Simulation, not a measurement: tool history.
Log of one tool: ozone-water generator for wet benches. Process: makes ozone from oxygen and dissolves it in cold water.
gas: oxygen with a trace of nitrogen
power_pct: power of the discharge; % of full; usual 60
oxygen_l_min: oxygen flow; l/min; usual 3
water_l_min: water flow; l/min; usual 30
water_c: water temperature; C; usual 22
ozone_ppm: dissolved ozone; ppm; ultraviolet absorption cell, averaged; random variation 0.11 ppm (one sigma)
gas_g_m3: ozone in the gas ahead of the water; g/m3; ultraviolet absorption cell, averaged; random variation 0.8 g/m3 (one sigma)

run,hour,power_pct,oxygen_l_min,water_l_min,water_c,ozone_ppm,gas_g_m3
1,0.0,60,3,30,22,5.7,124.1
2,21.4,60,3,30,22,5.5,125.0
3,37.0,60,3,30,22,5.5,124.7
4,56.1,60,3,30,22,5.6,124.1
5,84.0,60,3,30,22,5.4,123.1
6,113.9,60,3,30,22,5.6,123.8
7,139.8,60,3,30,22,5.5,124.3
8,168.2,60,3,30,22,5.3,123.5
9,190.0,60,3,30,22,5.3,123.5
10,217.7,60,3,30,22,5.4,123.0
11,242.2,60,3,30,22,5.7,124.9
12,271.9,60,3,30,22,5.5,124.4
# hour 274.6: water thermometer calibrated
13,296.2,60,3,30,22,5.3,123.9
14,314.0,60,3,18,22,9.6,124.1
15,335.3,60,3,18,22,9.5,123.4
16,359.7,60,3,18,22,9.3,123.2
# hour 361.5: water thermometer calibrated, once more
17,375.8,60,3,18,22,9.7,125.0
18,402.1,60,3,18,22,9.8,124.0
19,420.4,46,3,30,29,4.1,96.9
20,446.9,46,3,30,29,3.9,96.3

Run 21 comes next. What will it give?
21,463.0,46,3,30,29,?,?

ozone_ppm: 4.0 ppm
gas_g_m3: 98.0 g/m3
Without the tool's hidden state the same run would have given ozone_ppm 4.2 ppm, gas_g_m3 99.2 g/m3.
